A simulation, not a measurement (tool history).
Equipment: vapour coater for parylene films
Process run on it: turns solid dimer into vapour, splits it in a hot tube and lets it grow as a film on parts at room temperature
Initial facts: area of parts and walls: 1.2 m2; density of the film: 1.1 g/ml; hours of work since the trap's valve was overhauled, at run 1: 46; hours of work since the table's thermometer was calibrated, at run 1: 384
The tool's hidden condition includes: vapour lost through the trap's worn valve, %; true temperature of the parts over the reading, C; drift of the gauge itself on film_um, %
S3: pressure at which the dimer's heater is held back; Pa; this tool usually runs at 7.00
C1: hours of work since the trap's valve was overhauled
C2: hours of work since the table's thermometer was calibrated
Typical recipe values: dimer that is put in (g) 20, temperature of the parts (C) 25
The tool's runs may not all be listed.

run 1 hour=0.0 | dimer_that_is_put_in_(g)=20 temperature_of_the_parts_(C)=25 S3=7.00 | C1=46 C2=384 | thickness_of_the_film_(nm)=9610
run 2 hour=6.9 | dimer_that_is_put_in_(g)=20 temperature_of_the_parts_(C)=25 S3=7.00 | C1=52 C2=390 | thickness_of_the_film_(nm)=9570
run 3 hour=13.4 | dimer_that_is_put_in_(g)=20 temperature_of_the_parts_(C)=21 S3=7.00 | C1=58 C2=396 | thickness_of_the_film_(nm)=11490
run 4 hour=21.8 | dimer_that_is_put_in_(g)=20 temperature_of_the_parts_(C)=21 S3=7.00 | C1=65 C2=404 | thickness_of_the_film_(nm)=11350
run 5 hour=32.2 | dimer_that_is_put_in_(g)=20 temperature_of_the_parts_(C)=21 S3=7.00 | C1=74 C2=413 | thickness_of_the_film_(nm)=11340
run 6 hour=42.7 | dimer_that_is_put_in_(g)=20 temperature_of_the_parts_(C)=25 S3=6.57 | C1=84 C2=422 | thickness_of_the_film_(nm)=9400
run 7 hour=50.2 | dimer_that_is_put_in_(g)=20 temperature_of_the_parts_(C)=25 S3=4.53 | C1=90 C2=429 | thickness_of_the_film_(nm)=9920
run 8 hour=60.7 | dimer_that_is_put_in_(g)=20 temperature_of_the_parts_(C)=25 S3=7.00 | C1=100 C2=438 | thickness_of_the_film_(nm)=9130
run 9 hour=74.9 | dimer_that_is_put_in_(g)=20 temperature_of_the_parts_(C)=25 S3=7.00 | C1=112 C2=451 | thickness_of_the_film_(nm)=9120
run 10 hour=87.1 | dimer_that_is_put_in_(g)=20 temperature_of_the_parts_(C)=25 S3=7.00 | C1=123 C2=462 | thickness_of_the_film_(nm)=8980
run 11 hour=102.5 | dimer_that_is_put_in_(g)=20 temperature_of_the_parts_(C)=25 S3=7.00 | C1=137 C2=475 | thickness_of_the_film_(nm)=8970
run 12 hour=109.3 | dimer_that_is_put_in_(g)=16 temperature_of_the_parts_(C)=25 S3=7.00 | C1=143 C2=481 | thickness_of_the_film_(nm)=7110
run 13 hour=116.6 | dimer_that_is_put_in_(g)=16 temperature_of_the_parts_(C)=25 S3=7.00 | C1=150 C2=488 | thickness_of_the_film_(nm)=7080
run 14 hour=131.8 | dimer_that_is_put_in_(g)=16 temperature_of_the_parts_(C)=25 S3=7.00 | C1=163 C2=501 | thickness_of_the_film_(nm)=6980
run 15 hour=146.4 | dimer_that_is_put_in_(g)=20 temperature_of_the_parts_(C)=25 S3=7.00 | C1=176 C2=514 | thickness_of_the_film_(nm)=8690
run 16 hour=159.9 | dimer_that_is_put_in_(g)=20 temperature_of_the_parts_(C)=25 S3=7.00 | C1=188 C2=526 | thickness_of_the_film_(nm)=8570
run 17 hour=170.6 | dimer_that_is_put_in_(g)=20 temperature_of_the_parts_(C)=25 S3=7.00 | C1=198 C2=536 | thickness_of_the_film_(nm)=8520
-- hour=180.2 trap's valve overhauled
run 18 hour=188.9 | dimer_that_is_put_in_(g)=20 temperature_of_the_parts_(C)=25 S3=7.00 | C1=8 C2=549 | thickness_of_the_film_(nm)=10080
run 19 hour=195.4 | dimer_that_is_put_in_(g)=20 temperature_of_the_parts_(C)=25 S3=7.00 | C1=14 C2=555 | thickness_of_the_film_(nm)=9990
run 20 hour=202.0 | dimer_that_is_put_in_(g)=20 temperature_of_the_parts_(C)=33 S3=7.00 | C1=19 C2=560 | thickness_of_the_film_(nm)=6810
run 21 hour=209.5 | dimer_that_is_put_in_(g)=20 temperature_of_the_parts_(C)=25 S3=4.51 | C1=26 C2=567 | thickness_of_the_film_(nm)=10390
run 22 hour=218.3 | dimer_that_is_put_in_(g)=20 temperature_of_the_parts_(C)=25 S3=7.00 | C1=34 C2=575 | thickness_of_the_film_(nm)=9860
run 23 hour=225.3 | dimer_that_is_put_in_(g)=20 temperature_of_the_parts_(C)=25 S3=7.00 | C1=40 C2=581 | thickness_of_the_film_(nm)=9760
run 24 hour=232.1 | dimer_that_is_put_in_(g)=20 temperature_of_the_parts_(C)=25 S3=7.00 | C1=46 C2=587 | thickness_of_the_film_(nm)=9560
run 25 hour=239.0 | dimer_that_is_put_in_(g)=15 temperature_of_the_parts_(C)=17 S3=7.00 | C1=52 C2=593 | thickness_of_the_film_(nm)=10370
run 26 hour=252.5 | dimer_that_is_put_in_(g)=27 temperature_of_the_parts_(C)=25 S3=11.57 | C1=64 C2=605 | thickness_of_the_film_(nm)=11790
run 27 hour=266.7 | dimer_that_is_put_in_(g)=20 temperature_of_the_parts_(C)=25 S3=6.32 | C1=77 C2=618 | thickness_of_the_film_(nm)=9420
run 28 hour=276.2 | dimer_that_is_put_in_(g)=9 temperature_of_the_parts_(C)=25 S3=8.98 | C1=85 C2=626 | thickness_of_the_film_(nm)=4060

For run 29, what comes out?
run 29 hour=287.3 | dimer_that_is_put_in_(g)=21 temperature_of_the_parts_(C)=25 S3=7.00 | C1=95 C2=636 | thickness_of_the_film_(nm)=?

Run 29 measured thickness of the film (nm) 9860.
With no hidden state in the tool, this same run would have given thickness of the film (nm) 10580.

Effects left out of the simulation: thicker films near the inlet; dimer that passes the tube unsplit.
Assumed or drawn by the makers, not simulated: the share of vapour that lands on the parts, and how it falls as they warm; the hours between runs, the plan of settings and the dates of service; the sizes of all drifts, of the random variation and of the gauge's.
